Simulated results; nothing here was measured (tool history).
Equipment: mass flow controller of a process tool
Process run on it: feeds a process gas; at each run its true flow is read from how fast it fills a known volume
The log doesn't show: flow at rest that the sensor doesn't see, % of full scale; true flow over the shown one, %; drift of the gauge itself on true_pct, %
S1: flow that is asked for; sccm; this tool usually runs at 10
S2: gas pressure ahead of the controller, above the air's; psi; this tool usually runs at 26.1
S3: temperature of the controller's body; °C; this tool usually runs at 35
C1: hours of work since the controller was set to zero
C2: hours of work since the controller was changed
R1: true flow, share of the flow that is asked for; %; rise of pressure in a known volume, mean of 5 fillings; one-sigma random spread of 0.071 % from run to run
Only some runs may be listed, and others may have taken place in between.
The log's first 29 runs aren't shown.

run,hour,S1,S2,S3,C1,C2,R1
30,2280.6,6,26.1,35,2928,2928,102.12
31,2380.3,5,31.9,23,2974,2974,100.58
32,2435.2,5,31.9,23,3000,3000,100.72
33,2485.7,5,26.1,35,3023,3023,102.21
34,2574.1,7,40.5,35,3065,3065,102.32
35,2662.0,7,40.5,35,3106,3106,102.41
36,2773.1,7,40.5,22,3157,3157,100.89
# hour 2845.5: gauge calibrated
37,2881.1,3,40.5,22,3208,3208,98.05
38,2985.2,13,22.5,21,3256,3256,99.24
39,3056.7,11,35.4,26,3289,3289,99.58
40,3149.8,2,35.4,27,3333,3333,98.90
41,3208.7,20,33.1,22,3360,3360,100.01
42,3318.5,7,28.4,22,3411,3411,98.82
43,3363.1,10,26.1,34,3432,3432,100.78
44,3418.3,17,35.1,35,3458,3458,101.48
45,3499.8,13,37.3,38,3496,3496,101.48
46,3595.4,3,27.6,22,3540,3540,98.85
47,3690.9,3,27.6,22,3584,3584,99.00

Branching from run 47: 5 alternative next runs. What would each branch give?
A,3790.6,3,20.9,35,3631,3631,?
B,3790.6,18,32.5,22,3631,3631,?
C,3790.6,4,26.7,20,3631,3631,?
D,3790.6,9,25.2,22,3631,3631,?
E,3790.6,4,26.1,35,3631,3631,?

run,R1
A,100.53
B,100.31
C,98.84
D,99.60
E,100.89
Stripped of hidden state, with their random variation kept, the same runs would have yielded:
run,R1
A,99.65
B,99.41
C,97.97
D,98.72
E,100.00

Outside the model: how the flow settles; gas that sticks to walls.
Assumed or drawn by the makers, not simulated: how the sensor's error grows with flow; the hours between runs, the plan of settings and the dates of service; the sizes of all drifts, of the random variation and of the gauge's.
